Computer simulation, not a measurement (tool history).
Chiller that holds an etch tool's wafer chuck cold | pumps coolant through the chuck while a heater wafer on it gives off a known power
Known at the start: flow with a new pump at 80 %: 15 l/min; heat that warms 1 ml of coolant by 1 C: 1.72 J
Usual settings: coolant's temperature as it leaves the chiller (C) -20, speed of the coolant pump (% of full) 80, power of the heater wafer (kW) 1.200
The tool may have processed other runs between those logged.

run    hour  coolant's temperature as it leaves the chiller (C)  speed of the coolant pump (% of full)  power of the heater wafer (kW)  chuck's temperature once it has settled (C)  how much warmer the coolant comes back (C)
  1     0.0                                                 -20                                     80                           1.200                                        -11.9                                        2.82
  2    43.9                                                 -20                                     80                           1.200                                        -12.0                                        2.81
  3   104.6                                                 -20                                     80                           1.200                                        -12.2                                        2.77
  4   189.8                                                 -20                                     80                           1.200                                        -12.0                                        2.78
  5   239.9                                                 -20                                     82                           1.200                                        -12.1                                        2.68
  6   287.1                                                 -20                                     82                           1.200                                        -12.1                                        2.69
  7   374.1                                                 -20                                     82                           1.200                                        -12.2                                        2.66
  8   449.0                                                 -20                                     82                           1.200                                        -12.2                                        2.68
  9   493.5                                                 -20                                     80                           1.200                                        -11.9                                        2.75
 10   549.5                                                 -22                                     80                           1.200                                        -14.0                                        2.71
 11   624.9                                                 -22                                     80                           1.200                                        -13.9                                        2.77
 12   701.3                                                 -22                                     80                           1.692                                        -10.9                                        3.84
 13   746.9                                                 -22                                     80                           1.692                                        -10.7                                        3.94
 14   837.7                                                 -26                                     88                           1.147                                        -18.9                                        2.31
 15   875.8                                                 -25                                     98                           1.489                                        -16.8                                        2.62
 16   938.6                                                 -18                                     61                           1.202                                         -7.6                                        3.63
 17   993.6                                                 -23                                     93                           1.200                                        -15.8                                        2.19
 18  1058.2                                                 -14                                     72                           1.200                                         -5.1                                        3.03
 19  1146.5                                                 -14                                     72                           1.200                                         -5.3                                        2.96
 20  1209.2                                                 -15                                     89                           1.280                                         -7.0                                        2.49
 21  1267.0                                                 -20                                     91                           0.761                                        -15.4                                        1.38
 22  1310.0                                                 -20                                     72                           1.320                                        -10.4                                        3.27
 23  1369.1                                                 -26                                     80                           0.616                                        -21.9                                        1.27
 24  1428.7                                                 -26                                     80                           1.296                                        -17.2                                        2.85

3 ways to go on from here, each from the tool as it stands after run 24. What would each give?
  A  1479.5                                                 -20                                     83                           1.657                                            ?                                           ?
  B  1479.5                                                 -24                                     90                           1.666                                            ?                                           ?
  C  1479.5                                                 -26                                     79                           1.296                                            ?                                           ?

run  chuck's temperature once it has settled (C)  how much warmer the coolant comes back (C)
  A                                         -9.1                                        3.47
  B                                        -13.9                                        3.24
  C                                        -17.0                                        2.94
What these runs would have given with no unlogged condition in the tool:
run  chuck's temperature once it has settled (C)  how much warmer the coolant comes back (C)
  A                                         -9.1                                        3.67
  B                                        -13.9                                        3.44
  C                                        -17.1                                        3.13
